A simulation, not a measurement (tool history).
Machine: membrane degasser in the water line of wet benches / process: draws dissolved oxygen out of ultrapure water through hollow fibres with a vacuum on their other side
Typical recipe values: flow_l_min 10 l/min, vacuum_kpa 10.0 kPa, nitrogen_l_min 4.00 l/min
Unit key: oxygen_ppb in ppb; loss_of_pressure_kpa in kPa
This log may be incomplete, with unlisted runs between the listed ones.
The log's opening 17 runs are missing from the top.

| run | hour | flow_l_min | vacuum_kpa | nitrogen_l_min | hours since the membrane was changed | hours since the vacuum gauge was calibrated | hours since the vacuum lines were made tight | oxygen_ppb | loss_of_pressure_kpa |
|---|---|---|---|---|---|---|---|---|---|
| 18 | 3604.6 | 15 | 24.2 | 5.85 | 16088 | 1346 | 11033 | 170.6 | 79.16 |
| 19 | 3750.8 | 10 | 13.6 | 2.80 | 16234 | 1492 | 11179 | 104.2 | 52.87 |
| 20 | 4038.6 | 10 | 13.6 | 2.80 | 16522 | 1780 | 11467 | 106.2 | 53.01 |
| 21 | 4228.0 | 11 | 10.0 | 6.12 | 16712 | 1969 | 11657 | 48.1 | 58.15 |
| 22 | 4405.8 | 10 | 7.4 | 4.00 | 16890 | 2147 | 11834 | 39.2 | 53.04 |
| 23 | 4617.4 | 14 | 9.6 | 4.00 | 17101 | 2359 | 12046 | 87.6 | 73.80 |
| 24 | 4894.9 | 11 | 10.0 | 2.12 | 17379 | 2636 | 12324 | 105.4 | 58.55 |
| 25 | 5118.9 | 9 | 10.0 | 6.02 | 17603 | 2860 | 12547 | 36.4 | 48.07 |
| 26 | 5288.1 | 7 | 11.9 | 6.15 | 17772 | 3030 | 12717 | 31.4 | 37.35 |
| 27 | 5549.6 | 7 | 11.9 | 6.15 | 18033 | 3291 | 12978 | 31.6 | 37.01 |
| 28 | 5821.0 | 7 | 11.9 | 6.15 | 18305 | 3562 | 13250 | 31.5 | 37.41 |
| 29 | 6031.1 | 7 | 11.9 | 6.15 | 18515 | 3772 | 13460 | 31.3 | 37.31 |
| 30 | 6155.8 | 7 | 10.0 | 4.00 | 18640 | 3897 | 13584 | 36.6 | 37.66 |
| 31 | 6377.7 | 10 | 8.8 | 4.00 | 18861 | 4119 | 13806 | 50.5 | 53.47 |

Consider 4 possible next runs. They are alternatives, not a sequence: every one starts from the tool as it was left by run 31. What does each give?
| A | 6645.9 | 8 | 7.9 | 1.63 | 19130 | 4387 | 14075 | ? | ? |
| B | 6645.9 | 10 | 12.0 | 5.19 | 19130 | 4387 | 14075 | ? | ? |
| C | 6645.9 | 12 | 8.8 | 3.70 | 19130 | 4387 | 14075 | ? | ? |
| D | 6645.9 | 11 | 20.2 | 4.38 | 19130 | 4387 | 14075 | ? | ? |

| run | oxygen_ppb | loss_of_pressure_kpa |
|---|---|---|
| A | 70.3 | 42.73 |
| B | 58.8 | 53.54 |
| C | 70.1 | 64.58 |
| D | 127.7 | 58.32 |
Take away the tool's hidden state, keep each run's random variation, and the runs would have read:
| run | oxygen_ppb | loss_of_pressure_kpa |
|---|---|---|
| A | 61.1 | 38.45 |
| B | 49.1 | 48.18 |
| C | 56.3 | 58.11 |
| D | 113.6 | 52.45 |

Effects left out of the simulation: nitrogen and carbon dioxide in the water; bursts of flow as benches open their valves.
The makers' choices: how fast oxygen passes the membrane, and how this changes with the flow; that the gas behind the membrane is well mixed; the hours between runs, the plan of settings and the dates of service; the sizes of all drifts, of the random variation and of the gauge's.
